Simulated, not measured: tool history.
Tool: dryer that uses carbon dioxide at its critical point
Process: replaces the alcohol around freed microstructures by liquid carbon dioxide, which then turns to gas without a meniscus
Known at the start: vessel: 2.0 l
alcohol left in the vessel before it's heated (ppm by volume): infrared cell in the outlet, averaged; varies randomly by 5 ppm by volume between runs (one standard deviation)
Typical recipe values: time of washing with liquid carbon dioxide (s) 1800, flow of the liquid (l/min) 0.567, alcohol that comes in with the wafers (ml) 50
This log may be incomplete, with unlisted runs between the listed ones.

| run | hour | time of washing with liquid carbon dioxide (s) | flow of the liquid (l/min) | alcohol that comes in with the wafers (ml) | alcohol left in the vessel before it's heated (ppm by volume) |
|---|---|---|---|---|---|
| 1 | 0 | 1800 | 0.567 | 50 | 166 |
| 2 | 12.8 | 2100 | 0.567 | 50 | 150 |
| 3 | 31.4 | 2100 | 0.567 | 50 | 159 |
| 4 | 50 | 1800 | 0.567 | 50 | 185 |
| 5 | 61.1 | 1800 | 0.567 | 50 | 187 |
| 6 | 85.6 | 2040 | 0.567 | 50 | 178 |
|  | 98.4 | inlet filter changed |
| 7 | 106.7 | 2040 | 0.567 | 50 | 181 |
| 8 | 122.8 | 2040 | 0.567 | 50 | 189 |
| 9 | 145.1 | 2040 | 0.567 | 50 | 203 |
| 10 | 156 | 2040 | 0.567 | 50 | 198 |
| 11 | 168.5 | 1800 | 0.504 | 50 | 231 |
| 12 | 181.1 | 1800 | 0.504 | 50 | 244 |
| 13 | 200.8 | 1800 | 0.504 | 50 | 247 |
| 14 | 219.7 | 1800 | 0.504 | 50 | 265 |
| 15 | 238.2 | 1800 | 0.509 | 50 | 260 |
| 16 | 262 | 1800 | 0.509 | 50 | 275 |
| 17 | 273.1 | 1800 | 0.567 | 50 | 262 |
| 18 | 288.8 | 1800 | 0.567 | 50 | 267 |
| 19 | 301.8 | 1800 | 0.365 | 50 | 510 |
| 20 | 324.9 | 1800 | 0.875 | 50 | 253 |
| 21 | 338.5 | 1800 | 0.875 | 50 | 266 |
| 22 | 357 | 1800 | 0.875 | 50 | 269 |
| 23 | 381.6 | 1800 | 0.567 | 50 | 296 |
| 24 | 404.3 | 2520 | 0.507 | 51 | 286 |
| 25 | 419.7 | 2520 | 0.507 | 51 | 291 |
| 26 | 442.1 | 1200 | 0.469 | 105 | 1546 |
| 27 | 456.6 | 1800 | 0.567 | 96 | 349 |
|  | 467 | purifier's bed changed |
| 28 | 477.2 | 2220 | 0.567 | 112 | 27 |
| 29 | 499.3 | 1200 | 0.567 | 50 | 304 |
| 30 | 520.8 | 1440 | 0.951 | 68 | 38 |
| 31 | 542.5 | 2700 | 0.567 | 50 | 32 |
| 32 | 563.2 | 2820 | 0.603 | 24 | 32 |
| 33 | 581.5 | 2820 | 0.603 | 24 | 48 |
| 34 | 596 | 1800 | 0.882 | 50 | 54 |
| 35 | 609.1 | 2520 | 0.585 | 50 | 62 |
| 36 | 629 | 2400 | 0.652 | 63 | 70 |
| 37 | 644.1 | 1260 | 0.62 | 40 | 210 |
| 38 | 657.1 | 1680 | 0.792 | 100 | 78 |
| 39 | 675.7 | 1680 | 0.792 | 100 | 94 |
| 40 | 686.7 | 1260 | 0.942 | 84 | 107 |
|  | 708.7 | inlet filter changed |
| 41 | 710 | 1800 | 0.567 | 63 | 118 |
| 42 | 726.6 | 1920 | 0.914 | 63 | 97 |
| 43 | 746.8 | 1920 | 0.914 | 63 | 112 |
| 44 | 759.8 | 1080 | 0.761 | 30 | 169 |
| 45 | 773.4 | 1680 | 0.759 | 36 | 125 |

What if the next run were any one of these 3? Each begins from the tool's condition after run 45:
| A | 787.4 | 1680 | 0.702 | 36 | ? |
| B | 787.4 | 1680 | 0.657 | 33 | ? |
| C | 787.4 | 1080 | 0.584 | 32 | ? |

| run | alcohol left in the vessel before it's heated (ppm by volume) |
|---|---|
| A | 133 |
| B | 131 |
| C | 315 |
Without the tool's unlogged condition, the same runs would have read:
| run | alcohol left in the vessel before it's heated (ppm by volume) |
|---|---|
| A | 11 |
| B | 9 |
| C | 182 |
